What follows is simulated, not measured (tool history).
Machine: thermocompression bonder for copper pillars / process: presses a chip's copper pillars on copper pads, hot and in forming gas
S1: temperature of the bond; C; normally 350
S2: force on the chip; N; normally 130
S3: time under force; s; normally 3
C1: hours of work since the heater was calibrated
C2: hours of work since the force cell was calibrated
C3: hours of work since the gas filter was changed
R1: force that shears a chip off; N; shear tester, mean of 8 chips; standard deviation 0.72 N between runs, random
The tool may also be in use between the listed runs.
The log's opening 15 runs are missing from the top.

run,hour,S1,S2,S3,C1,C2,C3,R1
16,147.5,350,130,4,148,597,108,57.1
17,157.1,350,130,4,154,602,113,58.4
18,168.1,350,130,6,160,608,119,65.2
19,177.8,350,130,6,165,614,124,64.1
20,182.9,350,130,6,168,616,127,64.4
21,194.9,339,130,6,174,623,134,58.8
22,200.8,339,130,6,178,626,137,60.8
23,207.0,339,130,6,181,630,140,60.6
24,214.4,339,130,6,185,634,144,59.2
25,225.5,353,130,6,191,640,150,68.0
26,231.1,326,79,6,194,643,153,38.4
27,239.4,370,144,4,199,647,158,68.4
28,249.1,350,163,3,204,653,163,58.4
29,254.2,350,85,3,207,655,166,39.9
30,264.3,324,130,3,213,661,172,40.7
31,275.3,351,103,2,219,667,178,38.6
32,283.5,342,160,4,223,672,182,59.7
33,289.0,344,130,3,226,675,185,49.2
34,295.2,350,79,7,229,678,189,53.1
35,302.9,350,79,7,234,682,193,50.4
36,314.5,378,182,2,240,689,199,68.9
37,320.1,350,95,5,243,692,202,52.3
38,328.9,350,191,2,248,696,207,55.9
39,341.1,350,191,2,255,703,214,57.0
40,352.9,350,81,3,261,710,220,38.4

Branching from run 40: 4 alternative next runs. What would each branch give?
A,364.3,360,158,5,267,716,227,?
B,364.3,377,146,4,267,716,227,?
C,364.3,358,81,3,267,716,227,?
D,364.3,374,130,2,267,716,227,?

run,R1
A,72.4
B,74.6
C,41.2
D,53.8
Without the tool's unlogged condition, the same runs would have read:
run,R1
A,72.6
B,74.9
C,41.3
D,54.0
